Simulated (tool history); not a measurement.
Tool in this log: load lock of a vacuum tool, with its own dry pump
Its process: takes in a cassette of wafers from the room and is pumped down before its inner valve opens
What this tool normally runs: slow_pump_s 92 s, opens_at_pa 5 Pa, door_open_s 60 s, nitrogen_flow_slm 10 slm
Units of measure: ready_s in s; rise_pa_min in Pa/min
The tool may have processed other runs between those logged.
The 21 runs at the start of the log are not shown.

run    hour  slow_pump_s  opens_at_pa  door_open_s  nitrogen_flow_slm  incoming humidity of the room's air, %  ready_s  rise_pa_min
 22  2236.2           92            5           60                 10                                    41.9    145.2        0.035
 23  2307.8           83            5           60                 41                                    47.2    136.0        0.020
 24  2433.3           83            5           60                 41                                    45.1    135.1        0.019
 25  2552.9          165            8           48                 10                                    37.5    206.5        0.031
 26  2632.1          125            5          102                  8                                    43.0    176.8        0.047
 27  2744.3          125            5          102                  8                                    45.4    174.0        0.049
 28  2861.6          125            5          102                 14                                    46.4    173.9        0.031
 29  2969.6          125            5          102                 14                                    46.6    171.9        0.042
 30  3038.5           66            5          102                 14                                    45.2    121.5        0.035
 31  3149.0           66            5          102                 14                                    43.0    121.8        0.035
 32  3216.5           51            5           34                 17                                    48.4    108.8        0.027
 33  3294.7           48            6          124                 31                                    47.3    106.0        0.028
 34  3420.1           48            6          124                 31                                    47.9    106.1        0.027
 35  3541.2           48            6          124                 31                                    41.0    105.7        0.031
 36  3617.9           63            5           60                 10                                    42.5    118.6        0.037
 37  3745.4           63            5           60                 10                                    45.5    119.6        0.039

Consider 3 possible next runs. They are alternatives, not a sequence: every one starts from the tool as it was left by run 37. What does each give?
  A  3862.1          177            5          212                  5                                    45.3        ?            ?
  B  3862.1           88            8           60                 44                                    45.4        ?            ?
  C  3862.1          154            5          149                 23                                    43.8        ?            ?

run  ready_s  rise_pa_min
  A    219.6        0.071
  B    138.0        0.021
  C    201.0        0.036
Had the tool no hidden state, the same runs would have come out as:
run  ready_s  rise_pa_min
  A    219.6        0.070
  B    137.9        0.020
  C    200.9        0.035
